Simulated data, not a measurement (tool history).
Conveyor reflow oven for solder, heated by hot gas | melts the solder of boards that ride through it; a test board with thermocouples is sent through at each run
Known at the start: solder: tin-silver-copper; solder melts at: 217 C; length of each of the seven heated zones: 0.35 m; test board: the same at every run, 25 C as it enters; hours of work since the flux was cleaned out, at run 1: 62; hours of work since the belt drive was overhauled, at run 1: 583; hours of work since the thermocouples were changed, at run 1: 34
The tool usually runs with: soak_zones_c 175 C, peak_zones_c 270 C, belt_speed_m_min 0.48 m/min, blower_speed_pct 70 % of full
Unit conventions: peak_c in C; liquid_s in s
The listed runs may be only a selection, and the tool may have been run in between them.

run   hour  soak_zones_c  peak_zones_c  belt_speed_m_min  blower_speed_pct  hours of work since the flux was cleaned out  hours of work since the belt drive was overhauled  hours of work since the thermocouples were changed  peak_c  liquid_s
  1      0           175           270              0.48                70                                            62                                                583                                                  34   256.1      70.2
  2    6.8           175           270              0.48                70                                            65                                                586                                                  37   256.1      70.3
  3   12.3           175           270              0.48                70                                            68                                                589                                                  40     256      70.8
  4   18.3           166           270              0.48                70                                            71                                                592                                                  43   254.7      65.7
  5   26.9           175           270              0.48                70                                            75                                                596                                                  47     256      70.2
  6   31.8           175           270              0.48                70                                            78                                                599                                                  50     256      70.7
  7   36.5           175           279              0.48                70                                            80                                                601                                                  52   264.6      75.6
  8   44.1           175           279              0.48                70                                            84                                                605                                                  56   264.1      75.9
  9   51.7           175           279              0.48                70                                            88                                                609                                                  60   264.2      75.6
 10   59.6           175           279              0.48                70                                            92                                                613                                                  64     264      75.3
 11   64.7           175           271              0.48                70                                            94                                                615                                                  66   256.9      70.9
 12     69           175           270              0.48                83                                            97                                                618                                                  68   258.5      73.2
 13   73.8           173           270              0.48                70                                            99                                                620                                                  71   255.6      69.2
 14     78           181           270              0.48                83                                           101                                                622                                                  73   259.7      76.3
 15   83.4           175           259              0.48                70                                           104                                                625                                                  76   245.9      61.9
 16   89.1           175           280              0.48                76                                           107                                                628                                                  79   266.2      77.3
 17   98.4           175           280              0.48                76                                           112                                                632                                                  83   266.3      77.3
 18  107.8           175           280              0.48                76                                           116                                                637                                                  88   265.6        77
 19  112.4           175           258             0.438                80                                           119                                                640                                                  91   249.1      73.6
 20  119.6           175           262             0.553                55                                           122                                                643                                                  94   239.1      43.4
 21  125.6           175           262             0.553                55                                           125                                                646                                                  97   238.8      43.5
 22  134.5           175           270              0.45                75                                           130                                                651                                                 102   258.4      77.8
 23  144.2           168           269             0.404                87                                           135                                                656                                                 107   261.3      87.6
 24  153.8           168           269             0.404                87                                           140                                                661                                                 112   260.7      87.7
 25  159.4           168           269             0.404                87                                           142                                                663                                                 114   261.2      87.1

Here are 5 independent what-if runs from the current tool condition. What would each one return?
  A  164.5           168           274             0.404                87                                           145                                                666                                                 117       ?         ?
  B  164.5           189           269              0.48                77                                           145                                                666                                                 117       ?         ?
  C  164.5           168           261             0.427                87                                           145                                                666                                                 117       ?         ?
  D  164.5           168           265             0.404                65                                           145                                                666                                                 117       ?         ?
  E  164.5           168           270             0.404                53                                           145                                                666                                                 117       ?         ?

run  peak_c  liquid_s
  A   266.6      90.5
  B   257.8      78.7
  C   252.3      75.9
  D   253.7      79.6
  E     255      79.5
Stripped of hidden state, with their random variation kept, the same runs would have yielded:
run  peak_c  liquid_s
  A   267.2      89.4
  B   258.4      77.8
  C   252.9      75.4
  D   254.2      78.8
  E   255.3      78.5

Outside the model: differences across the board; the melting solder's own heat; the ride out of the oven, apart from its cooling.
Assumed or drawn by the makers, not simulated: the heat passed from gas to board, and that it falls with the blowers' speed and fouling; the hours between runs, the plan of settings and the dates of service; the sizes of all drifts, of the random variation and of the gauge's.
